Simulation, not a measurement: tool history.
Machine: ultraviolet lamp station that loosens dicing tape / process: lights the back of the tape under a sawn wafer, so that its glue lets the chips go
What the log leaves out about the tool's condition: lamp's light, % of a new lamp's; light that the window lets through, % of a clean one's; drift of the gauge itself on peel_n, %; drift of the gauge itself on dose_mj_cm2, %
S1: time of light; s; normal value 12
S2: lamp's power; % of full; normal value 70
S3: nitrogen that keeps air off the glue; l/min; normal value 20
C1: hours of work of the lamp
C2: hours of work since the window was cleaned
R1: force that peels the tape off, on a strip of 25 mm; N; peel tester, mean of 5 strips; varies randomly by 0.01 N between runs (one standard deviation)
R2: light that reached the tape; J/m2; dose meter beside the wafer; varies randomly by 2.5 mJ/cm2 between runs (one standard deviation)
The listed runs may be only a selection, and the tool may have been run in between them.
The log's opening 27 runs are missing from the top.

| run | hour | S1 | S2 | S3 | C1 | C2 | R1 | R2 |
|---|---|---|---|---|---|---|---|---|
| 28 | 541.5 | 23 | 70 | 12 | 657 | 371 | 0.319 | 4540 |
| 29 | 553.9 | 7 | 60 | 20 | 666 | 380 | 1.987 | 1180 |
| 30 | 576.1 | 7 | 60 | 20 | 681 | 395 | 2.000 | 1210 |
| 31 | 595.3 | 7 | 60 | 20 | 694 | 408 | 2.056 | 1180 |
| 32 | 612.2 | 19 | 82 | 15 | 706 | 420 | 0.310 | 4340 |
| 33 | 632.0 | 19 | 61 | 24 | 719 | 433 | 0.393 | 3220 |
| 34 | 643.3 | 11 | 61 | 8 | 727 | 441 | 1.861 | 1830 |
| 35 | 657.9 | 21 | 76 | 20 | 737 | 451 | 0.265 | 4400 |
| 36 | 677.2 | 21 | 76 | 20 | 750 | 464 | 0.272 | 4310 |
| 37 | 698.3 | 19 | 76 | 24 | 765 | 479 | 0.283 | 3890 |
| 38 | 709.4 | 19 | 76 | 24 | 772 | 486 | 0.285 | 3870 |
| 39 | 727.6 | 6 | 69 | 26 | 785 | 499 | 1.965 | 1080 |
| 40 | 754.5 | 6 | 69 | 26 | 803 | 517 | 1.978 | 1110 |
| 41 | 775.2 | 6 | 69 | 26 | 817 | 531 | 2.071 | 1110 |
| 42 | 786.6 | 15 | 62 | 7 | 825 | 539 | 1.412 | 2460 |

Predict each of these 3 candidate next runs independently; none follows another, all start after run 42:
|  | 796.0 | window cleaned of glue's vapour |
| A | 808.6 | 15 | 76 | 7 | 840 | 9 | ? | ? |
|  | 796.0 | window cleaned of glue's vapour |
| B | 808.6 | 15 | 62 | 22 | 840 | 9 | ? | ? |
|  | 796.0 | window cleaned of glue's vapour |
| C | 808.6 | 17 | 70 | 20 | 840 | 9 | ? | ? |

| run | R1 | R2 |
|---|---|---|
| A | 0.716 | 3630 |
| B | 0.474 | 2920 |
| C | 0.334 | 3710 |
With no hidden state in the tool, these same runs would have given:
| run | R1 | R2 |
|---|---|---|
| A | 0.532 | 4260 |
| B | 0.358 | 3430 |
| C | 0.269 | 4360 |

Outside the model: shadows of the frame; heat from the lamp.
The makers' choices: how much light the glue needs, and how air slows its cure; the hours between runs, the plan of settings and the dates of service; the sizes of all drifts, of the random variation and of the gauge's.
